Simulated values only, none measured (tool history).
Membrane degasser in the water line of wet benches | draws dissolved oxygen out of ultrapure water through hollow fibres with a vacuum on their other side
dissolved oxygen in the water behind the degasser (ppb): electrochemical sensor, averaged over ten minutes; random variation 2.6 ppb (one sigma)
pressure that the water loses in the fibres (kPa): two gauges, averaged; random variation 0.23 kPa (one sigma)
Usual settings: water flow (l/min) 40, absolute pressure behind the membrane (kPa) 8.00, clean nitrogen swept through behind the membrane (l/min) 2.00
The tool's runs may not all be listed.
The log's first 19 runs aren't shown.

run	hour	water flow (l/min)	absolute pressure behind the membrane (kPa)	clean nitrogen swept through behind the membrane (l/min)	hours since the membrane was changed	hours since the vacuum gauge was calibrated	hours since the vacuum lines were made tight	dissolved oxygen in the water behind the degasser (ppb)	pressure that the water loses in the fibres (kPa)
20	1883.4	48	8.00	3.29	2048	3562	1178	236.1	68.34
21	1978.7	51	13.83	2.90	2144	3658	1273	490.1	73.02
22	2098.5	55	13.44	3.94	2263	3778	1393	417.4	78.91
23	2196.1	55	13.44	3.94	2361	3875	1490	425.5	78.65
24	2324.7	46	13.44	2.03	2490	4004	1619	541.0	65.85
25	2429.5	46	13.44	2.03	2594	4109	1724	551.6	65.64
26	2540.9	46	13.44	2.03	2706	4220	1835	551.1	65.71
27	2683.7	27	6.43	0.95	2849	4363	1978	202.6	38.42
28	2760.3	46	5.17	1.28	2925	4439	2055	215.3	66.18

The next listed run, before its measurement:
29	2900.6	40	18.87	2.00	3066	4580	2195	?	?

dissolved oxygen in the water behind the degasser (ppb): 688.4
pressure that the water loses in the fibres (kPa): 57.35
Without the tool's hidden state the same run would have given dissolved oxygen in the water behind the degasser (ppb) 688.0, pressure that the water loses in the fibres (kPa) 57.31.
